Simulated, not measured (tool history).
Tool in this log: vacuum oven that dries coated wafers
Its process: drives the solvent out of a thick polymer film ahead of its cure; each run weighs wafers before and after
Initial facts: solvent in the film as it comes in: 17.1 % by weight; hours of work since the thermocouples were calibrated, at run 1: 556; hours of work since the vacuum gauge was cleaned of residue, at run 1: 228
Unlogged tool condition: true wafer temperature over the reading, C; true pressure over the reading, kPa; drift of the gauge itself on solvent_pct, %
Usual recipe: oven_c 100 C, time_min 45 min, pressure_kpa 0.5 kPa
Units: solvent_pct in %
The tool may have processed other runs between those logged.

| run | hour | oven_c | time_min | pressure_kpa | hours of work since the thermocouples were calibrated | hours of work since the vacuum gauge was cleaned of residue | solvent_pct |
|---|---|---|---|---|---|---|---|
| 1 | 0 | 100 | 45 | 0.5 | 556 | 228 | 0.84 |
| 2 | 12.2 | 100 | 74 | 0.5 | 566 | 237 | 0.35 |
| 3 | 20.2 | 100 | 45 | 0.5 | 572 | 244 | 0.78 |
| 4 | 31.9 | 100 | 45 | 0.5 | 581 | 253 | 0.83 |
| 5 | 42.6 | 111 | 45 | 0.5 | 589 | 261 | 0.2 |
| 6 | 54.1 | 100 | 45 | 0.5 | 598 | 270 | 0.82 |
| 7 | 61.2 | 100 | 24 | 0.5 | 603 | 275 | 2.67 |
| 8 | 68.5 | 100 | 24 | 0.5 | 609 | 281 | 2.67 |
| 9 | 76 | 100 | 24 | 0.5 | 615 | 286 | 2.67 |
| 10 | 86.2 | 100 | 45 | 0.5 | 622 | 294 | 0.85 |
| 11 | 99.5 | 100 | 45 | 0.5 | 633 | 305 | 0.81 |
|  | 102.4 | oven's thermocouples calibrated |
| 12 | 110.1 | 100 | 45 | 0.5 | 6 | 311 | 0.77 |
| 13 | 117.2 | 87 | 45 | 1.32 | 11 | 317 | 4.35 |
| 14 | 125.2 | 100 | 41 | 1.481 | 18 | 323 | 1.36 |
| 15 | 134.3 | 100 | 41 | 0.339 | 25 | 330 | 0.86 |
| 16 | 145 | 100 | 55 | 0.678 | 33 | 338 | 0.6 |
| 17 | 154.7 | 94 | 32 | 0.43 | 40 | 345 | 3.03 |
|  | 164.4 | oven's thermocouples calibrated, once more |
| 18 | 168.8 | 94 | 32 | 0.43 | 3 | 355 | 3.45 |
| 19 | 181.3 | 93 | 45 | 0.397 | 13 | 364 | 2.33 |
| 20 | 192.5 | 100 | 22 | 1.338 | 22 | 373 | 3.64 |
| 21 | 200.4 | 101 | 22 | 1.431 | 28 | 379 | 3.38 |
| 22 | 209.3 | 93 | 73 | 0.5 | 35 | 386 | 0.99 |
| 23 | 220.7 | 107 | 34 | 1.717 | 43 | 395 | 1.03 |
| 24 | 230.6 | 87 | 43 | 0.62 | 51 | 402 | 4.57 |

Entry by entry between the runs, the difference in hidden state between the last listed run before and the first listed run after:
Between runs 11 and 12: oven's thermocouples calibrated (hour 102.4)
  true wafer temperature over the reading, C: 0.98 -> 1.34; true pressure over the reading, kPa: 0.102 -> 0.105
  measured minus no-state result, solvent_pct: -0.07 -> -0.12 %
Between runs 17 and 18: oven's thermocouples calibrated, once more (hour 164.4)
  true wafer temperature over the reading, C: 1.38 -> 0.16; true pressure over the reading, kPa: 0.117 -> 0.12
  measured minus no-state result, solvent_pct: -0.38 -> +0.01 %
